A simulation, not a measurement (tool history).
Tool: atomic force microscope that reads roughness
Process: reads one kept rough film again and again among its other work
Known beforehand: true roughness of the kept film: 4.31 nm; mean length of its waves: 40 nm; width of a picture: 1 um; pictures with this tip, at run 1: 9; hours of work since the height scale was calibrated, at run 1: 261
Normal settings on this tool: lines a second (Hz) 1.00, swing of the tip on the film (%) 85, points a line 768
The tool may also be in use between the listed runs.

run	hour	lines a second (Hz)	swing of the tip on the film (%)	points a line	pictures with this tip	hours of work since the height scale was calibrated	roughness of the kept film (nm (root mean square))
1	0.0	1.00	85	768	9	261	3.544
2	20.8	1.00	85	768	37	275	3.528
3	43.0	1.00	85	768	67	290	3.509
4	57.3	1.00	85	768	86	299	3.528
5	82.5	1.00	85	498	120	316	3.515
6	105.1	1.00	85	768	150	331	3.516
# hour 106.7: new tip fitted
7	122.2	1.18	85	768	21	342	3.461
8	141.7	1.18	85	768	47	355	3.463
9	159.3	1.00	85	768	71	366	3.521
10	181.6	1.00	85	768	101	381	3.532
11	203.1	1.00	85	768	130	395	3.513
# hour 221.3: new tip fitted
12	228.8	1.00	85	494	10	412	3.522
13	243.0	1.00	85	512	29	422	3.556
14	257.5	1.00	85	512	48	431	3.538
15	278.4	1.00	85	512	77	445	3.520
16	298.3	1.00	85	512	103	458	3.538
17	313.0	1.00	85	768	123	468	3.530
18	333.0	1.00	85	768	150	481	3.499
# hour 335.7: new tip fitted
19	350.4	1.00	85	768	20	492	3.518
20	373.5	1.00	85	768	51	508	3.545
21	397.5	1.00	85	768	83	524	3.564
22	411.1	1.00	85	768	102	533	3.514
23	425.2	1.00	85	768	121	542	3.509
# hour 449.7: new tip fitted
24	450.6	1.00	85	768	1	559	3.523
25	477.0	1.00	85	768	37	576	3.532
26	489.1	1.00	85	768	53	584	3.473
27	507.1	1.00	66	768	77	596	3.808
28	523.9	0.66	85	403	100	607	3.676
29	539.2	1.00	56	939	121	617	3.877
30	561.7	2.86	85	768	151	632	2.888
# hour 563.4: new tip fitted
31	572.8	2.86	85	768	12	639	2.919
32	585.1	1.01	68	681	29	647	3.805
33	609.8	0.98	81	472	62	664	3.596
34	623.2	0.61	58	375	80	673	3.940
35	637.6	1.00	70	345	100	682	3.754
36	663.4	0.79	81	581	134	699	3.677
# hour 677.0: new tip fitted
37	679.0	0.76	85	301	3	709	3.624
38	699.8	0.76	85	301	31	723	3.597
39	710.6	3.14	84	590	45	730	2.852
40	728.4	3.14	84	590	69	742	2.880
41	751.0	3.14	84	590	100	757	2.853
42	776.2	3.14	84	590	134	774	2.861
# hour 790.1: new tip fitted
43	791.4	1.94	85	942	1	784	3.187
44	804.9	2.71	90	768	20	792	2.774
45	822.4	2.71	90	768	43	804	2.745

Consider 5 possible next runs. They are alternatives, not a sequence: every one starts from the tool as it was left by run 45. What does each give?
A	839.1	0.52	58	768	66	815	?
B	839.1	2.71	62	832	66	815	?
C	839.1	1.57	90	569	66	815	?
D	839.1	0.86	59	768	66	815	?
E	839.1	3.00	77	867	66	815	?

run	roughness of the kept film (nm (root mean square))
A	3.948
B	3.626
C	3.172
D	3.890
E	3.144
Stripped of hidden state, with their random variation kept, the same runs would have yielded:
run	roughness of the kept film (nm (root mean square))
A	3.956
B	3.633
C	3.178
D	3.898
E	3.151

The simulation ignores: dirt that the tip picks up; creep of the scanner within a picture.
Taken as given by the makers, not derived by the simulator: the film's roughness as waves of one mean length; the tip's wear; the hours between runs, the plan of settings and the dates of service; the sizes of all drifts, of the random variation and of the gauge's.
